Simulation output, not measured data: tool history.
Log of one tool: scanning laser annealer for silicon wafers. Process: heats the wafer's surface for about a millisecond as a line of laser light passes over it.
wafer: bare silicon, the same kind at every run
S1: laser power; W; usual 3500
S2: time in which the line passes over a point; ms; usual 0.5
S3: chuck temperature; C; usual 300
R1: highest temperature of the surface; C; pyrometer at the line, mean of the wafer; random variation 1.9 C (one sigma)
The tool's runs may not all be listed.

{"run": 1, "hour": 0.0, "S1": 3500, "S2": 0.5, "S3": 300, "R1": 1125}
{"run": 2, "hour": 72.2, "S1": 3500, "S2": 0.5, "S3": 300, "R1": 1124}
{"run": 3, "hour": 142.5, "S1": 3500, "S2": 0.5, "S3": 300, "R1": 1122}
{"run": 4, "hour": 193.3, "S1": 3500, "S2": 0.5, "S3": 300, "R1": 1122}
{"run": 5, "hour": 240.9, "S1": 3500, "S2": 0.5, "S3": 300, "R1": 1123}
{"run": 6, "hour": 279.2, "S1": 3500, "S2": 0.5, "S3": 308, "R1": 1135}
{"hour": 288.7, "done": "window over the wafer cleaned"}
{"run": 7, "hour": 335.9, "S1": 3500, "S2": 0.5, "S3": 308, "R1": 1132}
{"run": 8, "hour": 375.2, "S1": 3500, "S2": 0.5, "S3": 300, "R1": 1124}
{"run": 9, "hour": 424.6, "S1": 3500, "S2": 0.5, "S3": 300, "R1": 1125}
{"hour": 448.1, "done": "optics aligned, line set to its width"}
{"run": 10, "hour": 478.1, "S1": 3500, "S2": 0.5, "S3": 270, "R1": 1091}
{"run": 11, "hour": 551.5, "S1": 3500, "S2": 0.5, "S3": 300, "R1": 1125}
{"run": 12, "hour": 622.4, "S1": 3500, "S2": 0.5, "S3": 300, "R1": 1124}
{"run": 13, "hour": 667.4, "S1": 3500, "S2": 0.5, "S3": 300, "R1": 1122}
{"run": 14, "hour": 703.6, "S1": 3500, "S2": 0.5, "S3": 300, "R1": 1124}
{"run": 15, "hour": 745.8, "S1": 3500, "S2": 0.5, "S3": 300, "R1": 1127}
{"run": 16, "hour": 819.8, "S1": 3227, "S2": 0.5, "S3": 300, "R1": 1038}
{"run": 17, "hour": 858.9, "S1": 3227, "S2": 0.5, "S3": 300, "R1": 1040}
{"run": 18, "hour": 932.9, "S1": 3227, "S2": 0.5, "S3": 303, "R1": 1040}
{"run": 19, "hour": 1010.7, "S1": 3096, "S2": 0.5, "S3": 334, "R1": 1033}
{"run": 20, "hour": 1088.3, "S1": 3096, "S2": 0.5, "S3": 334, "R1": 1030}

Forecast run 21:
{"run": 21, "hour": 1169.6, "S1": 3431, "S2": 0.486, "S3": 316, "R1": "?"}

R1: 1110 C
Without the tool's hidden state the same run would have given R1 1111 C.
